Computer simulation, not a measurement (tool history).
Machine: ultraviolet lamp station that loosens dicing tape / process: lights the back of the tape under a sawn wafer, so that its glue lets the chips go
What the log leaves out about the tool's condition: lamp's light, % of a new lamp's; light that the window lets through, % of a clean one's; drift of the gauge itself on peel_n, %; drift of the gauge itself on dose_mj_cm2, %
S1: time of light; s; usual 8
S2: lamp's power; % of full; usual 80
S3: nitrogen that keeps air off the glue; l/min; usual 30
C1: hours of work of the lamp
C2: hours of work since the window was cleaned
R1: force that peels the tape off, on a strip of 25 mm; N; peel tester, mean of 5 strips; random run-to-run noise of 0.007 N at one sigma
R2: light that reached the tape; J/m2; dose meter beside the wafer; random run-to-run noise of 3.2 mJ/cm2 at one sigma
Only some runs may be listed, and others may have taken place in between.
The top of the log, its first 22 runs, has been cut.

run 23 hour=1272.6 | S1=15 S2=80 S3=30 | C1=370 C2=285 | R1=0.112 R2=7160
run 24 hour=1338.9 | S1=8 S2=65 S3=30 | C1=396 C2=312 | R1=0.858 R2=3050
run 25 hour=1391.4 | S1=8 S2=65 S3=30 | C1=418 C2=333 | R1=0.875 R2=3000
run 26 hour=1459.2 | S1=9 S2=61 S3=19 | C1=445 C2=360 | R1=1.324 R2=3120
run 27 hour=1524.8 | S1=9 S2=61 S3=19 | C1=471 C2=387 | R1=1.329 R2=3070
run 28 hour=1596.5 | S1=11 S2=72 S3=24 | C1=500 C2=416 | R1=0.456 R2=4320
run 29 hour=1661.4 | S1=8 S2=66 S3=10 | C1=526 C2=442 | R1=2.420 R2=2820
run 30 hour=1720.7 | S1=8 S2=66 S3=10 | C1=550 C2=466 | R1=2.638 R2=2760
run 31 hour=1772.4 | S1=8 S2=75 S3=44 | C1=571 C2=486 | R1=0.593 R2=3110
run 32 hour=1805.3 | S1=4 S2=60 S3=44 | C1=584 C2=500 | R1=3.328 R2=1210
run 33 hour=1841.9 | S1=7 S2=62 S3=30 | C1=599 C2=514 | R1=1.739 R2=2200
-- hour=1889.6 window cleaned of glue's vapour
run 34 hour=1911.2 | S1=10 S2=60 S3=30 | C1=627 C2=9 | R1=0.648 R2=3460
run 35 hour=1959.4 | S1=10 S2=60 S3=30 | C1=646 C2=28 | R1=0.654 R2=3400
run 36 hour=2040.0 | S1=10 S2=60 S3=30 | C1=678 C2=61 | R1=0.696 R2=3300
run 37 hour=2118.0 | S1=11 S2=75 S3=15 | C1=710 C2=92 | R1=0.721 R2=4470
run 38 hour=2188.9 | S1=10 S2=61 S3=38 | C1=738 C2=120 | R1=0.633 R2=3220
run 39 hour=2251.3 | S1=8 S2=63 S3=59 | C1=763 C2=146 | R1=0.700 R2=2600
run 40 hour=2285.8 | S1=8 S2=63 S3=59 | C1=777 C2=159 | R1=0.730 R2=2560
-- hour=2304.7 lamp changed
run 41 hour=2355.9 | S1=8 S2=63 S3=59 | C1=21 C2=187 | R1=0.279 R2=3650
run 42 hour=2420.4 | S1=8 S2=68 S3=30 | C1=47 C2=213 | R1=0.487 R2=3820

Branching from run 42: 4 alternative next runs. What would each branch give?
run A hour=2496.1 | S1=8 S2=62 S3=21 | C1=77 C2=244 | R1=? R2=?
run B hour=2496.1 | S1=5 S2=98 S3=24 | C1=77 C2=244 | R1=? R2=?
run C hour=2496.1 | S1=16 S2=63 S3=30 | C1=77 C2=244 | R1=? R2=?
run D hour=2496.1 | S1=4 S2=68 S3=11 | C1=77 C2=244 | R1=? R2=?

run=A R1=0.937 R2=3410
run=B R1=0.885 R2=3390
run=C R1=0.107 R2=6990
run=D R1=4.014 R2=1910
Take away the tool's hidden state, keep each run's random variation, and the runs would have read:
run=A R1=0.721 R2=3800
run=B R1=0.675 R2=3780
run=C R1=0.093 R2=7790
run=D R1=3.570 R2=2120
